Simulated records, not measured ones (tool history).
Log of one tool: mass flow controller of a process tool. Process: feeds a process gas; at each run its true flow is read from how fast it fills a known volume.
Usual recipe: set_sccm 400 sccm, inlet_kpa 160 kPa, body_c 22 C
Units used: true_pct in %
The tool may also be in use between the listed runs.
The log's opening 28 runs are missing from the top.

run	hour	set_sccm	inlet_kpa	body_c	true_pct
29	5449.4	102	173	23	99.66
30	5683.2	286	173	25	100.1
31	5865	286	173	25	100.18
# hour 5912.5: controller's zero set anew
32	5988.1	116	149	25	99.64
33	6167	116	149	25	99.73
34	6388	116	267	25	99.58
35	6610.4	400	230	22	100.74
36	6845.8	400	230	22	100.67
37	6988.3	400	230	22	100.73
# hour 7006.4: gauge calibrated
38	7209.6	84	278	25	98.57
39	7419.7	84	278	25	98.73
40	7592.4	84	278	25	98.69
41	7708.8	400	168	22	100.08
42	7829.5	400	262	22	100.01
43	8031.5	400	262	22	99.95
44	8165.1	400	262	22	99.92
45	8287.1	53	273	27	98.52
46	8530.9	53	146	28	98.84
47	8739.2	357	247	32	99.12
48	8974.8	85	259	38	97.86

Consider 4 possible next runs. They are alternatives, not a sequence: every one starts from the tool as it was left by run 48. What does each give?
A	9119.6	89	173	38	?
B	9119.6	220	242	22	?
C	9119.6	85	234	38	?
D	9119.6	67	147	27	?

run	true_pct
A	98.16
B	99.61
C	97.98
D	98.98
Had the tool no hidden state, the same runs would have come out as:
run	true_pct
A	97.92
B	99.36
C	97.74
D	98.74

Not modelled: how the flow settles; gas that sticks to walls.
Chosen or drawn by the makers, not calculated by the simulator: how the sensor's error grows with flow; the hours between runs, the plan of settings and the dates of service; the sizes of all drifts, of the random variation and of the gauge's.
